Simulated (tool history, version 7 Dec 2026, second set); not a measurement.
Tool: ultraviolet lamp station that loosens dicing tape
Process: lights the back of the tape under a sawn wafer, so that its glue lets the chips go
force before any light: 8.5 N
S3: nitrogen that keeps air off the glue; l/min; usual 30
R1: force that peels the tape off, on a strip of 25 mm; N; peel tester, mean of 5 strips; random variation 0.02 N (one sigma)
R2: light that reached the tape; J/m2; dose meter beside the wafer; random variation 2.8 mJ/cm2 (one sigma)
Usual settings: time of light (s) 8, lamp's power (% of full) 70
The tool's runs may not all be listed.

run 1 day=0 | time_of_light_(s)=8 lamp's_power_(%_of_full)=70 S3=30 | R1=1.351 R2=3200
run 2 day=1.583 | time_of_light_(s)=8 lamp's_power_(%_of_full)=70 S3=30 | R1=1.422 R2=3170
run 3 day=2.85 | time_of_light_(s)=8 lamp's_power_(%_of_full)=70 S3=18 | R1=1.73 R2=3100
run 4 day=3.888 | time_of_light_(s)=8 lamp's_power_(%_of_full)=70 S3=18 | R1=1.765 R2=3070
run 5 day=5.121 | time_of_light_(s)=8 lamp's_power_(%_of_full)=70 S3=18 | R1=1.832 R2=3000
run 6 day=7.367 | time_of_light_(s)=8 lamp's_power_(%_of_full)=70 S3=24 | R1=1.65 R2=2900
run 7 day=9.658 | time_of_light_(s)=8 lamp's_power_(%_of_full)=70 S3=24 | R1=1.798 R2=2810
run 8 day=11.388 | time_of_light_(s)=8 lamp's_power_(%_of_full)=70 S3=24 | R1=1.865 R2=2770
run 9 day=12.417 | time_of_light_(s)=12 lamp's_power_(%_of_full)=70 S3=24 | R1=0.995 R2=4040
-- day=12.625 window cleaned of glue's vapour
run 10 day=14.192 | time_of_light_(s)=12 lamp's_power_(%_of_full)=70 S3=14 | R1=0.96 R2=4560
run 11 day=15.546 | time_of_light_(s)=11 lamp's_power_(%_of_full)=70 S3=14 | R1=1.173 R2=4120
run 12 day=16.942 | time_of_light_(s)=8 lamp's_power_(%_of_full)=70 S3=30 | R1=1.576 R2=2980
run 13 day=18.554 | time_of_light_(s)=8 lamp's_power_(%_of_full)=70 S3=30 | R1=1.621 R2=2790
run 14 day=20.046 | time_of_light_(s)=8 lamp's_power_(%_of_full)=70 S3=30 | R1=1.733 R2=2800
run 15 day=22.325 | time_of_light_(s)=8 lamp's_power_(%_of_full)=70 S3=30 | R1=1.727 R2=2730
run 16 day=23.925 | time_of_light_(s)=4 lamp's_power_(%_of_full)=70 S3=30 | R1=3.833 R2=1330
run 17 day=24.925 | time_of_light_(s)=4 lamp's_power_(%_of_full)=70 S3=30 | R1=3.991 R2=1310
run 18 day=27.017 | time_of_light_(s)=8 lamp's_power_(%_of_full)=70 S3=30 | R1=1.959 R2=2500
run 19 day=28.375 | time_of_light_(s)=8 lamp's_power_(%_of_full)=70 S3=30 | R1=2.013 R2=2470
run 20 day=30.404 | time_of_light_(s)=8 lamp's_power_(%_of_full)=70 S3=30 | R1=2.056 R2=2390
-- day=31.433 lamp changed
run 21 day=31.533 | time_of_light_(s)=7 lamp's_power_(%_of_full)=87 S3=30 | R1=1.101 R2=3680
run 22 day=32.812 | time_of_light_(s)=7 lamp's_power_(%_of_full)=87 S3=16 | R1=1.381 R2=3680
-- day=34.238 window cleaned of glue's vapour
run 23 day=34.667 | time_of_light_(s)=7 lamp's_power_(%_of_full)=90 S3=19 | R1=0.969 R2=4260
run 24 day=36.625 | time_of_light_(s)=7 lamp's_power_(%_of_full)=90 S3=19 | R1=1.036 R2=4180
run 25 day=38.788 | time_of_light_(s)=7 lamp's_power_(%_of_full)=90 S3=19 | R1=1.056 R2=4030
run 26 day=40.067 | time_of_light_(s)=5 lamp's_power_(%_of_full)=88 S3=27 | R1=1.792 R2=2770
run 27 day=42.217 | time_of_light_(s)=9 lamp's_power_(%_of_full)=87 S3=13 | R1=0.912 R2=4780
run 28 day=43.612 | time_of_light_(s)=9 lamp's_power_(%_of_full)=87 S3=13 | R1=0.939 R2=4750
run 29 day=45.533 | time_of_light_(s)=9 lamp's_power_(%_of_full)=87 S3=13 | R1=1.019 R2=4640
run 30 day=47.821 | time_of_light_(s)=8 lamp's_power_(%_of_full)=70 S3=13 | R1=1.748 R2=3150
run 31 day=49.346 | time_of_light_(s)=8 lamp's_power_(%_of_full)=70 S3=13 | R1=1.816 R2=3160
run 32 day=50.846 | time_of_light_(s)=8 lamp's_power_(%_of_full)=91 S3=26 | R1=0.975 R2=4010
run 33 day=51.871 | time_of_light_(s)=4 lamp's_power_(%_of_full)=65 S3=27 | R1=3.806 R2=1390
run 34 day=53.879 | time_of_light_(s)=7 lamp's_power_(%_of_full)=70 S3=45 | R1=1.731 R2=2550
run 35 day=55.092 | time_of_light_(s)=9 lamp's_power_(%_of_full)=70 S3=16 | R1=1.622 R2=3270
-- day=55.825 window cleaned of glue's vapour
run 36 day=56.538 | time_of_light_(s)=9 lamp's_power_(%_of_full)=70 S3=16 | R1=1.332 R2=3720
run 37 day=58.767 | time_of_light_(s)=6 lamp's_power_(%_of_full)=70 S3=35 | R1=2.021 R2=2430
run 38 day=60.017 | time_of_light_(s)=7 lamp's_power_(%_of_full)=70 S3=49 | R1=1.598 R2=2770

Forecast each of these 5 alternatives for the next run:
run A day=61.025 | time_of_light_(s)=5 lamp's_power_(%_of_full)=63 S3=34 | R1=? R2=?
run B day=61.025 | time_of_light_(s)=7 lamp's_power_(%_of_full)=70 S3=15 | R1=? R2=?
run C day=61.025 | time_of_light_(s)=14 lamp's_power_(%_of_full)=70 S3=15 | R1=? R2=?
run D day=61.025 | time_of_light_(s)=5 lamp's_power_(%_of_full)=90 S3=12 | R1=? R2=?
run E day=61.025 | time_of_light_(s)=8 lamp's_power_(%_of_full)=65 S3=30 | R1=? R2=?

run=A R1=2.92 R2=1750
run=B R1=2.173 R2=2700
run=C R1=0.693 R2=5430
run=D R1=2.537 R2=2480
run=E R1=1.732 R2=2910
Without the tool's hidden state the same runs would have given:
run=A R1=2.242 R2=2210
run=B R1=1.555 R2=3420
run=C R1=0.452 R2=6860
run=D R1=1.881 R2=3140
run=E R1=1.178 R2=3670

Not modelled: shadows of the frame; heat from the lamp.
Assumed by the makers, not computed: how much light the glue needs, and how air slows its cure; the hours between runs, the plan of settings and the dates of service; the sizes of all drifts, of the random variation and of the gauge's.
